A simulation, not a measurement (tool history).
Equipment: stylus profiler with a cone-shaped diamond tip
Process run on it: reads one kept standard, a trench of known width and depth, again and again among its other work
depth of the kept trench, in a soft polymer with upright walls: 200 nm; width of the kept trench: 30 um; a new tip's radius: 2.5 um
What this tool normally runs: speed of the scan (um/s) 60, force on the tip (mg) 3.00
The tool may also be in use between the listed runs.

| run | hour | speed of the scan (um/s) | force on the tip (mg) | depth of the trench (angstrom) | width of the trench's floor (nm) |
|---|---|---|---|---|---|
| 1 | 0.0 | 60 | 3.00 | 2027.1 | 27650 |
| 2 | 37.8 | 60 | 3.72 | 2029.7 | 27670 |
| 3 | 85.4 | 60 | 3.72 | 2031.4 | 27700 |
| 4 | 138.2 | 60 | 3.72 | 2031.4 | 27700 |
| 5 | 190.4 | 60 | 3.72 | 2030.7 | 27680 |
| 6 | 258.8 | 60 | 3.03 | 2025.7 | 27620 |
| 7 | 300.6 | 230 | 3.03 | 2024.5 | 27050 |
| 8 | 364.6 | 53 | 3.03 | 2024.8 | 27660 |
| 9 | 418.2 | 53 | 3.03 | 2025.2 | 27590 |
| 10 | 452.9 | 60 | 3.00 | 2025.0 | 27580 |
| 11 | 516.7 | 60 | 3.00 | 2023.9 | 27530 |
| 12 | 551.7 | 60 | 3.00 | 2024.0 | 27580 |
| 13 | 620.0 | 60 | 3.00 | 2023.7 | 27540 |
| 14 | 686.1 | 60 | 3.00 | 2024.1 | 27480 |
| 15 | 723.9 | 60 | 3.00 | 2023.0 | 27470 |
| 16 | 763.1 | 60 | 3.00 | 2024.9 | 27470 |
| 17 | 817.6 | 60 | 3.00 | 2024.0 | 27390 |
| 18 | 875.3 | 60 | 3.66 | 2026.6 | 27500 |
| 19 | 914.0 | 60 | 3.66 | 2025.6 | 27380 |
| 20 | 964.4 | 121 | 3.00 | 2022.7 | 27170 |
| 21 | 1011.7 | 121 | 3.00 | 2022.0 | 27150 |
| 22 | 1077.2 | 121 | 3.00 | 2020.4 | 27180 |
| 23 | 1144.5 | 121 | 3.00 | 2020.6 | 27110 |
| 24 | 1187.2 | 16 | 3.00 | 2019.9 | 27510 |
| 25 | 1251.5 | 66 | 1.11 | 2006.4 | 27170 |
| 26 | 1308.7 | 39 | 1.96 | 2012.3 | 27360 |
| 27 | 1361.9 | 195 | 2.62 | 2017.8 | 26810 |
| 28 | 1394.5 | 195 | 2.62 | 2018.0 | 26860 |
| 29 | 1446.3 | 44 | 1.28 | 2007.5 | 27280 |
| 30 | 1506.5 | 34 | 3.80 | 2024.4 | 27380 |
| 31 | 1550.4 | 34 | 3.80 | 2023.8 | 27300 |
| 32 | 1590.4 | 34 | 3.80 | 2022.4 | 27330 |
| 33 | 1622.3 | 54 | 7.16 | 2039.2 | 27340 |
| 34 | 1662.8 | 31 | 7.83 | 2045.6 | 27370 |
| 35 | 1719.2 | 58 | 2.76 | 2016.0 | 27250 |
| 36 | 1762.7 | 58 | 2.76 | 2015.2 | 27200 |
| 37 | 1794.7 | 93 | 1.45 | 2007.3 | 26940 |
| 38 | 1862.6 | 93 | 1.45 | 2005.5 | 26900 |
| 39 | 1896.4 | 93 | 1.45 | 2005.0 | 26840 |
| 40 | 1959.4 | 55 | 3.38 | 2021.3 | 27170 |
| 41 | 2003.3 | 41 | 2.18 | 2011.2 | 27210 |
| 42 | 2072.8 | 44 | 3.94 | 2022.4 | 27160 |
| 43 | 2140.9 | 21 | 2.33 | 2008.3 | 27250 |

Each run again, without the hidden state but with its own random variation kept:
Hidden state at play: radius of the tip, um; height scale over the true one, %; drift of the gauge itself on depth_nm, %; drift of the gauge itself on floor_um, %.
| run | depth of the trench (angstrom) | width of the trench's floor (nm) |
|---|---|---|
| 1 | 2030.0 | 27780 |
| 2 | 2032.9 | 27820 |
| 3 | 2034.7 | 27870 |
| 4 | 2035.0 | 27880 |
| 5 | 2034.5 | 27880 |
| 6 | 2029.9 | 27840 |
| 7 | 2029.0 | 27280 |
| 8 | 2029.6 | 27910 |
| 9 | 2030.2 | 27850 |
| 10 | 2030.3 | 27850 |
| 11 | 2029.4 | 27830 |
| 12 | 2029.7 | 27880 |
| 13 | 2029.8 | 27860 |
| 14 | 2030.5 | 27830 |
| 15 | 2029.7 | 27820 |
| 16 | 2031.8 | 27840 |
| 17 | 2031.2 | 27780 |
| 18 | 2034.1 | 27900 |
| 19 | 2033.3 | 27800 |
| 20 | 2030.6 | 27600 |
| 21 | 2030.2 | 27580 |
| 22 | 2029.0 | 27640 |
| 23 | 2029.5 | 27580 |
| 24 | 2029.0 | 27990 |
| 25 | 2015.8 | 27670 |
| 26 | 2022.1 | 27870 |
| 27 | 2027.8 | 27340 |
| 28 | 2028.2 | 27400 |
| 29 | 2017.9 | 27830 |
| 30 | 2035.3 | 27950 |
| 31 | 2034.8 | 27880 |
| 32 | 2033.6 | 27920 |
| 33 | 2050.6 | 27930 |
| 34 | 2057.3 | 27970 |
| 35 | 2027.8 | 27880 |
| 36 | 2027.3 | 27840 |
| 37 | 2019.5 | 27580 |
| 38 | 2018.0 | 27560 |
| 39 | 2017.7 | 27510 |
| 40 | 2034.4 | 27850 |
| 41 | 2024.5 | 27900 |
| 42 | 2036.1 | 27870 |
| 43 | 2022.3 | 27980 |
